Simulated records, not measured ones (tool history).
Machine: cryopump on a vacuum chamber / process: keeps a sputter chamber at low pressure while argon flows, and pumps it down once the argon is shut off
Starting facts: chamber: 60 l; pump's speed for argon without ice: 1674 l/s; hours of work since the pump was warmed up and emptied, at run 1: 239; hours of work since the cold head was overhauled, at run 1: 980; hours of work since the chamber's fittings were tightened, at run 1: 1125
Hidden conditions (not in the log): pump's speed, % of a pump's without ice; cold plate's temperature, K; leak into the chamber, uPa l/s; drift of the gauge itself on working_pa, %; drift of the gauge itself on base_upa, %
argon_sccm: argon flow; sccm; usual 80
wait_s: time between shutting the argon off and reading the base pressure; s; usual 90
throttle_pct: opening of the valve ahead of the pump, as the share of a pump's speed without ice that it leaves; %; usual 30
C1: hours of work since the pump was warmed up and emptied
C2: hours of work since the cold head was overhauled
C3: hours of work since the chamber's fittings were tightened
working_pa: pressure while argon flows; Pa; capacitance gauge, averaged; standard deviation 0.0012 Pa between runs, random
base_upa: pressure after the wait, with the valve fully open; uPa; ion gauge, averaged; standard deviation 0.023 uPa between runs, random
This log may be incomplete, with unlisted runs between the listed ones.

run 1 hour=0.0 | argon_sccm=80 wait_s=90 throttle_pct=30 | C1=239 C2=980 C3=1125 | working_pa=0.2745 base_upa=1.19
run 2 hour=51.8 | argon_sccm=80 wait_s=90 throttle_pct=30 | C1=264 C2=1004 C3=1150 | working_pa=0.2761 base_upa=1.25
run 3 hour=155.2 | argon_sccm=80 wait_s=90 throttle_pct=30 | C1=312 C2=1053 C3=1198 | working_pa=0.2786 base_upa=1.23
run 4 hour=239.0 | argon_sccm=80 wait_s=90 throttle_pct=30 | C1=352 C2=1092 C3=1238 | working_pa=0.2791 base_upa=1.22
run 5 hour=293.3 | argon_sccm=80 wait_s=90 throttle_pct=30 | C1=377 C2=1118 C3=1263 | working_pa=0.2775 base_upa=1.26
run 6 hour=382.8 | argon_sccm=80 wait_s=90 throttle_pct=30 | C1=420 C2=1160 C3=1306 | working_pa=0.2818 base_upa=1.30
run 7 hour=479.5 | argon_sccm=80 wait_s=90 throttle_pct=30 | C1=465 C2=1206 C3=1351 | working_pa=0.2805 base_upa=1.28
run 8 hour=594.7 | argon_sccm=80 wait_s=90 throttle_pct=30 | C1=519 C2=1260 C3=1405 | working_pa=0.2844 base_upa=1.27
run 9 hour=646.6 | argon_sccm=80 wait_s=90 throttle_pct=30 | C1=544 C2=1284 C3=1430 | working_pa=0.2874 base_upa=1.34
run 10 hour=767.5 | argon_sccm=80 wait_s=90 throttle_pct=30 | C1=601 C2=1341 C3=1487 | working_pa=0.2871 base_upa=1.33
run 11 hour=844.5 | argon_sccm=80 wait_s=90 throttle_pct=30 | C1=637 C2=1377 C3=1523 | working_pa=0.2881 base_upa=1.40
run 12 hour=958.9 | argon_sccm=80 wait_s=90 throttle_pct=30 | C1=691 C2=1431 C3=1577 | working_pa=0.2901 base_upa=1.48
-- hour=1026.2 pump warmed up, emptied and cooled again
run 13 hour=1079.5 | argon_sccm=80 wait_s=31 throttle_pct=30 | C1=25 C2=1486 C3=1631 | working_pa=0.2711 base_upa=2.40
run 14 hour=1179.1 | argon_sccm=80 wait_s=31 throttle_pct=30 | C1=72 C2=1533 C3=1678 | working_pa=0.2751 base_upa=2.50
run 15 hour=1301.9 | argon_sccm=80 wait_s=31 throttle_pct=30 | C1=130 C2=1590 C3=1736 | working_pa=0.2737 base_upa=2.48
run 16 hour=1405.2 | argon_sccm=80 wait_s=55 throttle_pct=30 | C1=178 C2=1639 C3=1785 | working_pa=0.2764 base_upa=1.75
run 17 hour=1510.3 | argon_sccm=80 wait_s=55 throttle_pct=30 | C1=228 C2=1688 C3=1834 | working_pa=0.2780 base_upa=1.74
run 18 hour=1625.3 | argon_sccm=46 wait_s=43 throttle_pct=33 | C1=282 C2=1743 C3=1888 | working_pa=0.1470 base_upa=2.06
run 19 hour=1719.2 | argon_sccm=46 wait_s=43 throttle_pct=33 | C1=326 C2=1787 C3=1933 | working_pa=0.1475 base_upa=2.13
run 20 hour=1779.7 | argon_sccm=67 wait_s=32 throttle_pct=33 | C1=355 C2=1815 C3=1961 | working_pa=0.2158 base_upa=2.52
run 21 hour=1875.6 | argon_sccm=125 wait_s=75 throttle_pct=42 | C1=400 C2=1861 C3=2006 | working_pa=0.3209 base_upa=1.66
run 22 hour=1931.2 | argon_sccm=125 wait_s=75 throttle_pct=42 | C1=426 C2=1887 C3=2032 | working_pa=0.3218 base_upa=1.66
run 23 hour=2012.4 | argon_sccm=120 wait_s=90 throttle_pct=48 | C1=464 C2=1925 C3=2071 | working_pa=0.2760 base_upa=1.59
run 24 hour=2113.5 | argon_sccm=120 wait_s=90 throttle_pct=48 | C1=512 C2=1973 C3=2118 | working_pa=0.2805 base_upa=1.64
run 25 hour=2185.1 | argon_sccm=158 wait_s=21 throttle_pct=19 | C1=546 C2=2006 C3=2152 | working_pa=0.8729 base_upa=3.61
run 26 hour=2274.2 | argon_sccm=158 wait_s=21 throttle_pct=33 | C1=588 C2=2048 C3=2194 | working_pa=0.5223 base_upa=3.58
run 27 hour=2375.4 | argon_sccm=158 wait_s=21 throttle_pct=33 | C1=635 C2=2096 C3=2242 | working_pa=0.5260 base_upa=3.54
run 28 hour=2436.5 | argon_sccm=45 wait_s=172 throttle_pct=33 | C1=664 C2=2125 C3=2270 | working_pa=0.1503 base_upa=1.51
run 29 hour=2546.3 | argon_sccm=80 wait_s=247 throttle_pct=57 | C1=716 C2=2176 C3=2322 | working_pa=0.1663 base_upa=1.37
-- hour=2561.6 pump warmed up, emptied and cooled again
-- hour=2563.6 leaking fittings of the chamber tightened, without venting
run 30 hour=2632.4 | argon_sccm=80 wait_s=247 throttle_pct=57 | C1=32 C2=2214 C3=32 | working_pa=0.1441 base_upa=0.46
run 31 hour=2709.1 | argon_sccm=133 wait_s=60 throttle_pct=35 | C1=69 C2=2250 C3=69 | working_pa=0.3865 base_upa=1.15
run 32 hour=2824.0 | argon_sccm=133 wait_s=60 throttle_pct=35 | C1=123 C2=2304 C3=123 | working_pa=0.3899 base_upa=1.15
run 33 hour=2908.7 | argon_sccm=80 wait_s=27 throttle_pct=30 | C1=163 C2=2344 C3=163 | working_pa=0.2742 base_upa=2.20

5 ways to go on from here, each from the tool as it stands after run 33. What would each give?
run A hour=2978.2 | argon_sccm=80 wait_s=41 throttle_pct=56 | C1=195 C2=2376 C3=195 | working_pa=? base_upa=?
run B hour=2978.2 | argon_sccm=89 wait_s=27 throttle_pct=18 | C1=195 C2=2376 C3=195 | working_pa=? base_upa=?
run C hour=2978.2 | argon_sccm=80 wait_s=153 throttle_pct=53 | C1=195 C2=2376 C3=195 | working_pa=? base_upa=?
run D hour=2978.2 | argon_sccm=33 wait_s=29 throttle_pct=17 | C1=195 C2=2376 C3=195 | working_pa=? base_upa=?
run E hour=2978.2 | argon_sccm=80 wait_s=56 throttle_pct=18 | C1=195 C2=2376 C3=195 | working_pa=? base_upa=?

run=A working_pa=0.1519 base_upa=1.53
run=B working_pa=0.5091 base_upa=2.24
run=C working_pa=0.1589 base_upa=0.65
run=D working_pa=0.1983 base_upa=2.16
run=E working_pa=0.4562 base_upa=1.27
Without the tool's unlogged condition, the same runs would have read:
run=A working_pa=0.1447 base_upa=1.42
run=B working_pa=0.5012 base_upa=2.12
run=C working_pa=0.1518 base_upa=0.54
run=D working_pa=0.1953 base_upa=2.04
run=E working_pa=0.4491 base_upa=1.16
